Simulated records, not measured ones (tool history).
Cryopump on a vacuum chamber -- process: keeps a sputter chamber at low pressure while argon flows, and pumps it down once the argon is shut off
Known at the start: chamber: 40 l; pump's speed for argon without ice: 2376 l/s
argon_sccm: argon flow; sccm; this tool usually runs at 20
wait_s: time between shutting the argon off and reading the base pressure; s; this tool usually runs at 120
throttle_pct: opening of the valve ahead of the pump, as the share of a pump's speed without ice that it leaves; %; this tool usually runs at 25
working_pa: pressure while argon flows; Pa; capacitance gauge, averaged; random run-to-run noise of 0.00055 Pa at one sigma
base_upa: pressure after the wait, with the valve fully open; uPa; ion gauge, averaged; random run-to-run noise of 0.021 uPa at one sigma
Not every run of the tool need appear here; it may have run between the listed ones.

run 1 hour=0.0 | argon_sccm=20 wait_s=120 throttle_pct=25 | working_pa=0.0627 base_upa=0.68
run 2 hour=38.0 | argon_sccm=20 wait_s=120 throttle_pct=25 | working_pa=0.0634 base_upa=0.70
run 3 hour=75.0 | argon_sccm=20 wait_s=120 throttle_pct=25 | working_pa=0.0627 base_upa=0.72
run 4 hour=117.8 | argon_sccm=20 wait_s=120 throttle_pct=25 | working_pa=0.0657 base_upa=0.78
-- hour=138.8 pump warmed up, emptied and cooled again
run 5 hour=165.5 | argon_sccm=20 wait_s=120 throttle_pct=25 | working_pa=0.0583 base_upa=0.59
run 6 hour=212.8 | argon_sccm=20 wait_s=120 throttle_pct=25 | working_pa=0.0576 base_upa=0.65
run 7 hour=242.6 | argon_sccm=20 wait_s=104 throttle_pct=25 | working_pa=0.0558 base_upa=0.68
run 8 hour=272.2 | argon_sccm=22 wait_s=42 throttle_pct=17 | working_pa=0.0927 base_upa=1.03
run 9 hour=316.0 | argon_sccm=13 wait_s=49 throttle_pct=25 | working_pa=0.0374 base_upa=0.96
run 10 hour=345.5 | argon_sccm=13 wait_s=49 throttle_pct=25 | working_pa=0.0387 base_upa=0.99
run 11 hour=386.5 | argon_sccm=21 wait_s=215 throttle_pct=26 | working_pa=0.0596 base_upa=0.64
run 12 hour=425.8 | argon_sccm=21 wait_s=215 throttle_pct=26 | working_pa=0.0596 base_upa=0.69
run 13 hour=461.4 | argon_sccm=20 wait_s=51 throttle_pct=26 | working_pa=0.0569 base_upa=1.07

Here are 5 independent what-if runs from the current tool condition. What would each one return?
run A hour=515.3 | argon_sccm=20 wait_s=148 throttle_pct=26 | working_pa=? base_upa=?
run B hour=515.3 | argon_sccm=12 wait_s=120 throttle_pct=25 | working_pa=? base_upa=?
run C hour=515.3 | argon_sccm=20 wait_s=60 throttle_pct=26 | working_pa=? base_upa=?
run D hour=515.3 | argon_sccm=20 wait_s=48 throttle_pct=37 | working_pa=? base_upa=?
run E hour=515.3 | argon_sccm=12 wait_s=25 throttle_pct=36 | working_pa=? base_upa=?

run=A working_pa=0.0579 base_upa=0.82
run=B working_pa=0.0369 base_upa=0.83
run=C working_pa=0.0587 base_upa=1.08
run=D working_pa=0.0418 base_upa=1.15
run=E working_pa=0.0255 base_upa=1.64
With no hidden state in the tool, these same runs would have given:
run=A working_pa=0.0546 base_upa=0.26
run=B working_pa=0.0349 base_upa=0.27
run=C working_pa=0.0555 base_upa=0.53
run=D working_pa=0.0385 base_upa=0.60
run=E working_pa=0.0236 base_upa=1.09
